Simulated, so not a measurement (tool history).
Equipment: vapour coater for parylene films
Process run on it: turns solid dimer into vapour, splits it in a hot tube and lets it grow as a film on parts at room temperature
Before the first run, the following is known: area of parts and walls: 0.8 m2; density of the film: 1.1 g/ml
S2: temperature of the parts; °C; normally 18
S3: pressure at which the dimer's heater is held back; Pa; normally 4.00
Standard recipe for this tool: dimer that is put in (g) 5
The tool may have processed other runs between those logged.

Run 1, hour 0.0: usual settings. Result: thickness of the film (µm) 4.26.
Run 2, hour 25.0: usual settings but dimer that is put in (g) 7. Result: thickness of the film (µm) 5.86.
Run 3, hour 52.9: usual settings but dimer that is put in (g) 7. Result: thickness of the film (µm) 5.91.
Run 4, hour 87.4: usual settings but dimer that is put in (g) 7. Result: thickness of the film (µm) 5.85.
Run 5, hour 120.8: usual settings. Result: thickness of the film (µm) 4.17.
Run 6, hour 162.4: usual settings. Result: thickness of the film (µm) 4.11.
Run 7, hour 198.2: usual settings. Result: thickness of the film (µm) 4.13.
Run 8, hour 236.6: usual settings. Result: thickness of the film (µm) 4.11.
Run 9, hour 265.3: usual settings. Result: thickness of the film (µm) 4.10.
Run 10, hour 305.7: usual settings but S3 5.00 Pa. Result: thickness of the film (µm) 3.88.
At hour 327.7: trap's valve overhauled.
Run 11, hour 327.7: usual settings. Result: thickness of the film (µm) 4.35.
Run 12, hour 364.3: usual settings but S2 11 °C, S3 10.98 Pa. Result: thickness of the film (µm) 4.59.
Run 13, hour 390.0: usual settings but dimer that is put in (g) 2, S3 2.41 Pa. Result: thickness of the film (µm) 1.95.
Run 14, hour 429.7: usual settings but S2 25 °C, S3 5.89 Pa. Result: thickness of the film (µm) 3.01.
Run 15, hour 447.9: usual settings but S2 25 °C, S3 5.89 Pa. Result: thickness of the film (µm) 3.01.
Run 16, hour 466.9: usual settings but dimer that is put in (g) 4, S3 2.85 Pa. Result: thickness of the film (µm) 3.70.
Run 17, hour 503.4: usual settings but dimer that is put in (g) 7, S2 24 °C, S3 5.61 Pa. Result: thickness of the film (µm) 4.43.
Run 18, hour 525.3: usual settings but dimer that is put in (g) 7, S2 24 °C, S3 5.61 Pa. Result: thickness of the film (µm) 4.43.
Run 19, hour 558.3: usual settings but dimer that is put in (g) 2, S3 2.19 Pa. Result: thickness of the film (µm) 1.98.
Run 20, hour 590.8: usual settings but dimer that is put in (g) 3, S3 9.83 Pa. Result: thickness of the film (µm) 2.09.
Run 21, hour 629.4: usual settings but dimer that is put in (g) 9, S2 29 °C. Result: thickness of the film (µm) 5.02.
Run 22, hour 666.7: usual settings but dimer that is put in (g) 9, S2 29 °C. Result: thickness of the film (µm) 4.93.

Here are 5 independent what-if runs from the current tool condition. What would each one return?
Run A, hour 706.2: usual settings but dimer that is put in (g) 9, S2 19 °C. Result: thickness of the film (µm) ?.
Run B, hour 706.2: usual settings but S3 2.01 Pa. Result: thickness of the film (µm) ?.
Run C, hour 706.2: usual settings but dimer that is put in (g) 3, S2 27 °C. Result: thickness of the film (µm) ?.
Run D, hour 706.2: usual settings but S3 6.86 Pa. Result: thickness of the film (µm) ?.
Run E, hour 706.2: usual settings but dimer that is put in (g) 3. Result: thickness of the film (µm) ?.

run  thickness of the film (µm)
  A                        7.21
  B                        4.89
  C                        1.78
  D                        3.75
  E                        2.55
Without the tool's hidden state the same runs would have given:
run  thickness of the film (µm)
  A                        7.52
  B                        5.11
  C                        1.86
  D                        3.92
  E                        2.66
